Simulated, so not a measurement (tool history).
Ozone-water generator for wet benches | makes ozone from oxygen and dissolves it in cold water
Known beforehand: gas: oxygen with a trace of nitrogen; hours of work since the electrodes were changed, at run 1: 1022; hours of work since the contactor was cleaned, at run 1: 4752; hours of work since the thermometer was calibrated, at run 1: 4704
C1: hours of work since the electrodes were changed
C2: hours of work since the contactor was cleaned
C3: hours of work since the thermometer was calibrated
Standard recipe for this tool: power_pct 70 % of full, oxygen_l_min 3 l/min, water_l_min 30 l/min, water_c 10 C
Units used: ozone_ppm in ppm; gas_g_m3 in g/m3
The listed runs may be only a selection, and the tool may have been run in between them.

run 1 day=0 | power_pct=70 oxygen_l_min=3 water_l_min=30 water_c=10 | C1=1022 C2=4752 C3=4704 | ozone_ppm=12.8 gas_g_m3=228.8
run 2 day=1.354 | power_pct=60 oxygen_l_min=3 water_l_min=30 water_c=10 | C1=1049 C2=4779 C3=4731 | ozone_ppm=11.4 gas_g_m3=203
run 3 day=2.65 | power_pct=60 oxygen_l_min=3 water_l_min=30 water_c=10 | C1=1075 C2=4805 C3=4757 | ozone_ppm=11.5 gas_g_m3=199.5
run 4 day=4.05 | power_pct=60 oxygen_l_min=3 water_l_min=30 water_c=10 | C1=1103 C2=4833 C3=4785 | ozone_ppm=11.4 gas_g_m3=199.8
run 5 day=5.075 | power_pct=70 oxygen_l_min=3 water_l_min=30 water_c=10 | C1=1124 C2=4854 C3=4806 | ozone_ppm=12.9 gas_g_m3=229.8
run 6 day=7.275 | power_pct=50 oxygen_l_min=3 water_l_min=30 water_c=10 | C1=1168 C2=4898 C3=4850 | ozone_ppm=9.3 gas_g_m3=172
run 7 day=8.183 | power_pct=70 oxygen_l_min=3 water_l_min=30 water_c=10 | C1=1186 C2=4916 C3=4868 | ozone_ppm=12.4 gas_g_m3=231
run 8 day=10.092 | power_pct=70 oxygen_l_min=3 water_l_min=30 water_c=10 | C1=1224 C2=4955 C3=4907 | ozone_ppm=12.8 gas_g_m3=228.8
run 9 day=12.162 | power_pct=70 oxygen_l_min=3 water_l_min=30 water_c=10 | C1=1266 C2=4996 C3=4948 | ozone_ppm=12.9 gas_g_m3=230.5
run 10 day=13.125 | power_pct=70 oxygen_l_min=3 water_l_min=30 water_c=10 | C1=1285 C2=5016 C3=4968 | ozone_ppm=12.9 gas_g_m3=230.6
run 11 day=14.55 | power_pct=70 oxygen_l_min=3 water_l_min=30 water_c=10 | C1=1314 C2=5044 C3=4996 | ozone_ppm=12.7 gas_g_m3=228.9
run 12 day=16.208 | power_pct=54 oxygen_l_min=3 water_l_min=30 water_c=10 | C1=1347 C2=5077 C3=5029 | ozone_ppm=10.3 gas_g_m3=184.1
run 13 day=18.125 | power_pct=54 oxygen_l_min=3 water_l_min=30 water_c=10 | C1=1386 C2=5116 C3=5068 | ozone_ppm=10.3 gas_g_m3=183.4
run 14 day=19.662 | power_pct=54 oxygen_l_min=3 water_l_min=30 water_c=10 | C1=1417 C2=5147 C3=5099 | ozone_ppm=10.3 gas_g_m3=183.9
run 15 day=21.679 | power_pct=70 oxygen_l_min=3 water_l_min=30 water_c=10 | C1=1457 C2=5187 C3=5139 | ozone_ppm=12.9 gas_g_m3=230.9
run 16 day=23.654 | power_pct=70 oxygen_l_min=3 water_l_min=30 water_c=10 | C1=1497 C2=5227 C3=5179 | ozone_ppm=12.8 gas_g_m3=232.4
run 17 day=25.446 | power_pct=70 oxygen_l_min=2.71 water_l_min=30 water_c=11 | C1=1533 C2=5263 C3=5215 | ozone_ppm=12.2 gas_g_m3=243.5
run 18 day=27.042 | power_pct=70 oxygen_l_min=2.71 water_l_min=30 water_c=11 | C1=1565 C2=5295 C3=5247 | ozone_ppm=12.3 gas_g_m3=244.6
run 19 day=28.55 | power_pct=70 oxygen_l_min=2.71 water_l_min=37 water_c=5 | C1=1595 C2=5325 C3=5277 | ozone_ppm=9.8 gas_g_m3=244.6
run 20 day=29.783 | power_pct=86 oxygen_l_min=3 water_l_min=27 water_c=10 | C1=1620 C2=5350 C3=5302 | ozone_ppm=17.3 gas_g_m3=277
run 21 day=31.15 | power_pct=86 oxygen_l_min=3 water_l_min=27 water_c=10 | C1=1647 C2=5378 C3=5330 | ozone_ppm=17.4 gas_g_m3=277.7
run 22 day=33.071 | power_pct=86 oxygen_l_min=2.51 water_l_min=27 water_c=8 | C1=1686 C2=5416 C3=5368 | ozone_ppm=16.5 gas_g_m3=304.5
run 23 day=34.854 | power_pct=46 oxygen_l_min=2.9 water_l_min=19 water_c=17 | C1=1722 C2=5452 C3=5404 | ozone_ppm=13.6 gas_g_m3=166.6
run 24 day=37.079 | power_pct=46 oxygen_l_min=2.9 water_l_min=19 water_c=17 | C1=1766 C2=5497 C3=5449 | ozone_ppm=13.5 gas_g_m3=165.7
run 25 day=38.008 | power_pct=70 oxygen_l_min=5.14 water_l_min=24 water_c=10 | C1=1785 C2=5515 C3=5467 | ozone_ppm=18.7 gas_g_m3=179.3
run 26 day=39.588 | power_pct=70 oxygen_l_min=3 water_l_min=30 water_c=7 | C1=1817 C2=5547 C3=5499 | ozone_ppm=13.2 gas_g_m3=233.9
run 27 day=41.346 | power_pct=70 oxygen_l_min=3 water_l_min=21 water_c=7 | C1=1852 C2=5582 C3=5534 | ozone_ppm=19.4 gas_g_m3=236
run 28 day=42.738 | power_pct=92 oxygen_l_min=3.1 water_l_min=19 water_c=13 | C1=1880 C2=5610 C3=5562 | ozone_ppm=25.8 gas_g_m3=289.5
run 29 day=44.629 | power_pct=48 oxygen_l_min=3 water_l_min=30 water_c=7 | C1=1918 C2=5648 C3=5600 | ozone_ppm=9.5 gas_g_m3=171.5
-- day=45.804 gauge calibrated
run 30 day=46.754 | power_pct=48 oxygen_l_min=3 water_l_min=30 water_c=7 | C1=1961 C2=5691 C3=5643 | ozone_ppm=9.4 gas_g_m3=164.6
-- day=47.675 contactor cleaned
run 31 day=48.496 | power_pct=48 oxygen_l_min=3 water_l_min=30 water_c=7 | C1=1992 C2=16 C3=5674 | ozone_ppm=9.6 gas_g_m3=165.8
run 32 day=50.075 | power_pct=48 oxygen_l_min=1.85 water_l_min=31 water_c=7 | C1=2024 C2=48 C3=5706 | ozone_ppm=7.6 gas_g_m3=209.4

Results per run with the tool's hidden condition removed, run-to-run variation unchanged:
The tool's hidden condition here consists of: yield of the discharge, % of new electrodes'; contactor's efficiency, % of a clean one's; true water temperature over the reading, C; drift of the gauge itself on ozone_ppm, %; drift of the gauge itself on gas_g_m3, %.
run=1 gas_g_m3=228.9
run=2 gas_g_m3=202.9
run=3 gas_g_m3=199.2
run=4 gas_g_m3=199.3
run=5 gas_g_m3=229.1
run=6 gas_g_m3=171.2
run=7 gas_g_m3=229.9
run=8 gas_g_m3=227.4
run=9 gas_g_m3=228.9
run=10 gas_g_m3=228.8
run=11 gas_g_m3=226.9
run=12 gas_g_m3=182.3
run=13 gas_g_m3=181.4
run=14 gas_g_m3=181.7
run=15 gas_g_m3=227.9
run=16 gas_g_m3=229.1
run=17 gas_g_m3=239.8
run=18 gas_g_m3=240.6
run=19 gas_g_m3=240.4
run=20 gas_g_m3=272
run=21 gas_g_m3=272.5
run=22 gas_g_m3=298.5
run=23 gas_g_m3=163.1
run=24 gas_g_m3=162
run=25 gas_g_m3=175.2
run=26 gas_g_m3=228.4
run=27 gas_g_m3=230.1
run=28 gas_g_m3=282.2
run=29 gas_g_m3=166.9
run=30 gas_g_m3=164.5
run=31 gas_g_m3=165.6
run=32 gas_g_m3=209
For ozone_ppm, the value without the hidden state is never more than 0.1 ppm from the measured value.
